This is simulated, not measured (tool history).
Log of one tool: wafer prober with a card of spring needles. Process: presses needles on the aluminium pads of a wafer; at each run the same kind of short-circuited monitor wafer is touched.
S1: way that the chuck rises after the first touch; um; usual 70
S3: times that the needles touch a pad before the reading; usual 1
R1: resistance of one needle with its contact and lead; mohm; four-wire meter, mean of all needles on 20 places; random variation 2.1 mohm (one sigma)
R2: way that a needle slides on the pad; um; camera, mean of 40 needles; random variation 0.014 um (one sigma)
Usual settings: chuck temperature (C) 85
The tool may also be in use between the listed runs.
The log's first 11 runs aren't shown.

At hour 606.7: tips cleaned on abrasive film.
At hour 641.3: tips cleaned on abrasive film.
Run 12, hour 644.4: usual settings. Result: R1 253 mohm, R2 12.55 um.
At hour 672.0: tips cleaned on abrasive film.
Run 13, hour 700.7: usual settings. Result: R1 349 mohm, R2 12.55 um.
At hour 704.2: tips cleaned on abrasive film.
At hour 735.3: tips cleaned on abrasive film.
Run 14, hour 740.5: usual settings. Result: R1 279 mohm, R2 12.53 um.
At hour 766.0: tips cleaned on abrasive film.
Run 15, hour 780.2: usual settings. Result: R1 315 mohm, R2 12.51 um.
At hour 795.2: tips cleaned on abrasive film.
At hour 827.9: tips cleaned on abrasive film.
Run 16, hour 836.9: usual settings but S3 2. Result: R1 266 mohm, R2 12.50 um.
At hour 861.2: tips cleaned on abrasive film.
Run 17, hour 875.3: usual settings but chuck temperature (C) 68, S3 2. Result: R1 278 mohm, R2 12.47 um.
At hour 892.7: tips cleaned on abrasive film.
Run 18, hour 905.5: usual settings but S1 90 um, chuck temperature (C) 52. Result: R1 265 mohm, R2 16.08 um.
At hour 924.9: tips cleaned on abrasive film.
Run 19, hour 935.8: usual settings but S1 67 um, chuck temperature (C) 54. Result: R1 314 mohm, R2 11.91 um.
At hour 957.6: tips cleaned on abrasive film.
At hour 989.1: tips cleaned on abrasive film.
Run 20, hour 995.5: usual settings but S1 84 um, chuck temperature (C) 90, S3 2. Result: R1 247 mohm, R2 14.94 um.
At hour 1019.0: tips cleaned on abrasive film.
Run 21, hour 1042.2: usual settings but S1 79 um, chuck temperature (C) 27, S3 2. Result: R1 273 mohm, R2 14.04 um.
At hour 1051.4: tips cleaned on abrasive film.
At hour 1082.7: tips cleaned on abrasive film.
Run 22, hour 1104.7: usual settings but S1 79 um, chuck temperature (C) 27, S3 2. Result: R1 271 mohm, R2 14.01 um.
At hour 1112.7: tips cleaned on abrasive film.
At hour 1145.3: tips cleaned on abrasive film.
Run 23, hour 1158.2: usual settings but S1 50 um, chuck temperature (C) 62. Result: R1 412 mohm, R2 8.78 um.
At hour 1175.6: tips cleaned on abrasive film.
At hour 1189.9: height of the first contact set anew.
Run 24, hour 1189.9: usual settings but S1 50 um, chuck temperature (C) 62. Result: R1 414 mohm, R2 9.00 um.
At hour 1205.1: tips cleaned on abrasive film.
At hour 1239.1: tips cleaned on abrasive film.
Run 25, hour 1261.9: usual settings but S1 53 um, chuck temperature (C) 123. Result: R1 428 mohm, R2 9.54 um.
At hour 1270.7: tips cleaned on abrasive film.
At hour 1300.5: tips cleaned on abrasive film.
Run 26, hour 1311.1: usual settings but S1 82 um, chuck temperature (C) 39. Result: R1 268 mohm, R2 14.72 um.
At hour 1333.6: tips cleaned on abrasive film.
Run 27, hour 1361.7: usual settings but S1 88 um, chuck temperature (C) 37. Result: R1 304 mohm, R2 15.79 um.
At hour 1366.4: tips cleaned on abrasive film.
At hour 1400.1: tips cleaned on abrasive film.
Run 28, hour 1410.3: usual settings but S1 75 um, S3 2. Result: R1 266 mohm, R2 13.42 um.
At hour 1433.6: tips cleaned on abrasive film.
Run 29, hour 1455.6: usual settings but S1 75 um, S3 2. Result: R1 286 mohm, R2 13.41 um.
At hour 1468.0: tips cleaned on abrasive film.
At hour 1499.8: tips cleaned on abrasive film.
Run 30, hour 1526.4: usual settings but S1 75 um, S3 2. Result: R1 295 mohm, R2 13.40 um.
At hour 1530.7: tips cleaned on abrasive film.
At hour 1561.9: tips cleaned on abrasive film.
Run 31, hour 1571.7: usual settings but S1 71 um, chuck temperature (C) 82. Result: R1 300 mohm, R2 12.65 um.
At hour 1593.3: tips cleaned on abrasive film.
Run 32, hour 1602.9: usual settings but S1 68 um, chuck temperature (C) 82, S3 2. Result: R1 276 mohm, R2 12.09 um.

3 ways to go on from here, each from the tool as it stands after run 32. What would each give?
At hour 1624.5: tips cleaned on abrasive film.
At hour 1659.4: tips cleaned on abrasive film.
Run A, hour 1667.5: usual settings but S1 51 um, chuck temperature (C) 53. Result: R1 ?, R2 ?.
At hour 1624.5: tips cleaned on abrasive film.
At hour 1659.4: tips cleaned on abrasive film.
Run B, hour 1667.5: usual settings but S1 52 um, S3 2. Result: R1 ?, R2 ?.
At hour 1624.5: tips cleaned on abrasive film.
At hour 1659.4: tips cleaned on abrasive film.
Run C, hour 1667.5: usual settings but S3 2. Result: R1 ?, R2 ?.

run   R1     R2
  A  352   9.02
  B  309   9.19
  C  267  12.44
Without the tool's hidden state the same runs would have given:
run   R1     R2
  A  223   9.21
  B  234   9.38
  C  224  12.63
